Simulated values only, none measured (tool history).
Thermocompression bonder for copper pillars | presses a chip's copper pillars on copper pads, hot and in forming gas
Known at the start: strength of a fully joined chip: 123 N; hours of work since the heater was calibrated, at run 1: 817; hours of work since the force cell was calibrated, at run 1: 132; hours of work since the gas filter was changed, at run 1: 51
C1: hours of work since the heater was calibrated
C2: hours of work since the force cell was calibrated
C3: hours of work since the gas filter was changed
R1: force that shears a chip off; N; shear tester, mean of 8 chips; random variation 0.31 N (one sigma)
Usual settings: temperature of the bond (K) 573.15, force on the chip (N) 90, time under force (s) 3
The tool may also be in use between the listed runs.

{"run": 1, "day": 0.0, "temperature of the bond (K)": 573.15, "force on the chip (N)": 90, "time under force (s)": 3, "C1": 817, "C2": 132, "C3": 51, "R1": 93.8}
{"run": 2, "day": 1.012, "temperature of the bond (K)": 573.15, "force on the chip (N)": 90, "time under force (s)": 3, "C1": 830, "C2": 144, "C3": 63, "R1": 93.5}
{"run": 3, "day": 2.167, "temperature of the bond (K)": 573.15, "force on the chip (N)": 90, "time under force (s)": 3, "C1": 843, "C2": 158, "C3": 77, "R1": 93.5}
{"run": 4, "day": 3.208, "temperature of the bond (K)": 573.15, "force on the chip (N)": 90, "time under force (s)": 3, "C1": 856, "C2": 170, "C3": 89, "R1": 93.4}
{"run": 5, "day": 4.15, "temperature of the bond (K)": 573.15, "force on the chip (N)": 118, "time under force (s)": 3, "C1": 867, "C2": 182, "C3": 100, "R1": 104.8}
{"run": 6, "day": 5.033, "temperature of the bond (K)": 551.15, "force on the chip (N)": 90, "time under force (s)": 3, "C1": 878, "C2": 192, "C3": 111, "R1": 74.6}
{"run": 7, "day": 6.275, "temperature of the bond (K)": 551.15, "force on the chip (N)": 111, "time under force (s)": 3, "C1": 893, "C2": 207, "C3": 126, "R1": 85.1}
{"run": 8, "day": 7.292, "temperature of the bond (K)": 573.15, "force on the chip (N)": 90, "time under force (s)": 3, "C1": 905, "C2": 219, "C3": 138, "R1": 93.5}
{"run": 9, "day": 7.958, "temperature of the bond (K)": 573.15, "force on the chip (N)": 90, "time under force (s)": 3, "C1": 913, "C2": 227, "C3": 146, "R1": 93.7}
{"run": 10, "day": 8.621, "temperature of the bond (K)": 573.15, "force on the chip (N)": 90, "time under force (s)": 3, "C1": 921, "C2": 235, "C3": 154, "R1": 93.8}
{"run": 11, "day": 9.683, "temperature of the bond (K)": 573.15, "force on the chip (N)": 90, "time under force (s)": 3, "C1": 934, "C2": 248, "C3": 167, "R1": 94.0}
{"run": 12, "day": 10.875, "temperature of the bond (K)": 573.15, "force on the chip (N)": 90, "time under force (s)": 3, "C1": 948, "C2": 262, "C3": 181, "R1": 93.2}
{"run": 13, "day": 11.975, "temperature of the bond (K)": 573.15, "force on the chip (N)": 90, "time under force (s)": 3, "C1": 961, "C2": 276, "C3": 194, "R1": 93.1}
{"run": 14, "day": 12.567, "temperature of the bond (K)": 573.15, "force on the chip (N)": 90, "time under force (s)": 3, "C1": 968, "C2": 283, "C3": 201, "R1": 93.7}
{"run": 15, "day": 13.892, "temperature of the bond (K)": 573.15, "force on the chip (N)": 90, "time under force (s)": 3, "C1": 984, "C2": 298, "C3": 217, "R1": 93.5}
{"run": 16, "day": 14.583, "temperature of the bond (K)": 573.15, "force on the chip (N)": 90, "time under force (s)": 3, "C1": 992, "C2": 307, "C3": 226, "R1": 93.5}
{"run": 17, "day": 15.25, "temperature of the bond (K)": 573.15, "force on the chip (N)": 90, "time under force (s)": 3, "C1": 1000, "C2": 315, "C3": 234, "R1": 93.7}
{"run": 18, "day": 16.492, "temperature of the bond (K)": 573.15, "force on the chip (N)": 90, "time under force (s)": 3, "C1": 1015, "C2": 330, "C3": 248, "R1": 92.9}
{"day": 17.629, "done": "heater calibrated with a thermocouple chip"}
{"run": 19, "day": 17.858, "temperature of the bond (K)": 573.15, "force on the chip (N)": 90, "time under force (s)": 3, "C1": 3, "C2": 345, "C3": 264, "R1": 89.1}
{"run": 20, "day": 18.625, "temperature of the bond (K)": 543.15, "force on the chip (N)": 90, "time under force (s)": 3, "C1": 12, "C2": 354, "C3": 273, "R1": 62.2}
{"run": 21, "day": 19.571, "temperature of the bond (K)": 573.15, "force on the chip (N)": 99, "time under force (s)": 3, "C1": 23, "C2": 366, "C3": 284, "R1": 94.3}
{"run": 22, "day": 20.846, "temperature of the bond (K)": 569.15, "force on the chip (N)": 101, "time under force (s)": 3, "C1": 39, "C2": 381, "C3": 300, "R1": 91.9}
{"run": 23, "day": 22.121, "temperature of the bond (K)": 548.15, "force on the chip (N)": 66, "time under force (s)": 2, "C1": 54, "C2": 396, "C3": 315, "R1": 44.6}
{"run": 24, "day": 22.758, "temperature of the bond (K)": 548.15, "force on the chip (N)": 66, "time under force (s)": 2, "C1": 62, "C2": 404, "C3": 323, "R1": 44.7}
{"run": 25, "day": 23.583, "temperature of the bond (K)": 548.15, "force on the chip (N)": 66, "time under force (s)": 2, "C1": 71, "C2": 414, "C3": 333, "R1": 44.8}
{"day": 23.758, "done": "force cell calibrated"}
{"run": 26, "day": 24.388, "temperature of the bond (K)": 548.15, "force on the chip (N)": 57, "time under force (s)": 2, "C1": 80, "C2": 8, "C3": 341, "R1": 39.8}
{"run": 27, "day": 25.308, "temperature of the bond (K)": 548.15, "force on the chip (N)": 57, "time under force (s)": 2, "C1": 91, "C2": 19, "C3": 353, "R1": 39.4}
{"run": 28, "day": 26.521, "temperature of the bond (K)": 551.15, "force on the chip (N)": 84, "time under force (s)": 3, "C1": 106, "C2": 33, "C3": 367, "R1": 67.5}
{"run": 29, "day": 27.392, "temperature of the bond (K)": 591.15, "force on the chip (N)": 65, "time under force (s)": 4, "C1": 116, "C2": 44, "C3": 377, "R1": 94.1}
{"run": 30, "day": 28.029, "temperature of the bond (K)": 573.15, "force on the chip (N)": 90, "time under force (s)": 7, "C1": 124, "C2": 51, "C3": 385, "R1": 105.6}
{"run": 31, "day": 29.25, "temperature of the bond (K)": 573.15, "force on the chip (N)": 86, "time under force (s)": 3, "C1": 139, "C2": 66, "C3": 400, "R1": 87.5}
{"run": 32, "day": 30.038, "temperature of the bond (K)": 556.15, "force on the chip (N)": 81, "time under force (s)": 3, "C1": 148, "C2": 75, "C3": 409, "R1": 70.1}
{"run": 33, "day": 30.833, "temperature of the bond (K)": 556.15, "force on the chip (N)": 81, "time under force (s)": 3, "C1": 158, "C2": 85, "C3": 419, "R1": 70.1}
{"day": 31.808, "done": "force cell calibrated, once more"}
{"run": 34, "day": 31.883, "temperature of the bond (K)": 585.15, "force on the chip (N)": 115, "time under force (s)": 4, "C1": 170, "C2": 1, "C3": 431, "R1": 110.2}
{"run": 35, "day": 32.492, "temperature of the bond (K)": 573.15, "force on the chip (N)": 117, "time under force (s)": 5, "C1": 177, "C2": 8, "C3": 438, "R1": 107.1}
{"day": 32.567, "done": "forming gas filter changed"}
{"run": 36, "day": 33.558, "temperature of the bond (K)": 566.15, "force on the chip (N)": 57, "time under force (s)": 3, "C1": 189, "C2": 21, "C3": 12, "R1": 60.4}
{"run": 37, "day": 34.708, "temperature of the bond (K)": 566.15, "force on the chip (N)": 57, "time under force (s)": 3, "C1": 203, "C2": 35, "C3": 26, "R1": 60.6}
{"run": 38, "day": 35.754, "temperature of the bond (K)": 590.15, "force on the chip (N)": 76, "time under force (s)": 4, "C1": 216, "C2": 47, "C3": 38, "R1": 100.9}
{"run": 39, "day": 36.929, "temperature of the bond (K)": 591.15, "force on the chip (N)": 100, "time under force (s)": 2, "C1": 230, "C2": 61, "C3": 52, "R1": 101.2}

How the hidden state differs across the entries between the runs, from the last listed run before each to the first after it:
Between runs 18 and 19: heater calibrated with a thermocouple chip (day 17.629)
  true temperature of the bond over the reading, C: 4.7 -> -0.5; force that reaches the chip, % of what is set: 102.3 -> 102.4; oxide that the forming gas leaves, % of the face: 2.17 -> 2.26
  measured less the result without the state, R1: +3.3 -> -0.8 N
Between runs 25 and 26: force cell calibrated (day 23.758)
  force that reaches the chip, % of what is set: 102.7 -> 104.4; oxide that the forming gas leaves, % of the face: 2.71 -> 2.76
  measured less the result without the state, R1: +0.0 -> +0.7 N
Between runs 33 and 34: force cell calibrated, once more (day 31.808)
  force that reaches the chip, % of what is set: 104.8 -> 100; oxide that the forming gas leaves, % of the face: 3.27 -> 3.34
  measured less the result without the state, R1: +0.7 -> -3.1 N
Between runs 35 and 36: forming gas filter changed (day 32.567)
  true temperature of the bond over the reading, C: 0.3 -> 0.4; oxide that the forming gas leaves, % of the face: 3.39 -> 0.71
  measured less the result without the state, R1: -3.0 -> +0.3 N
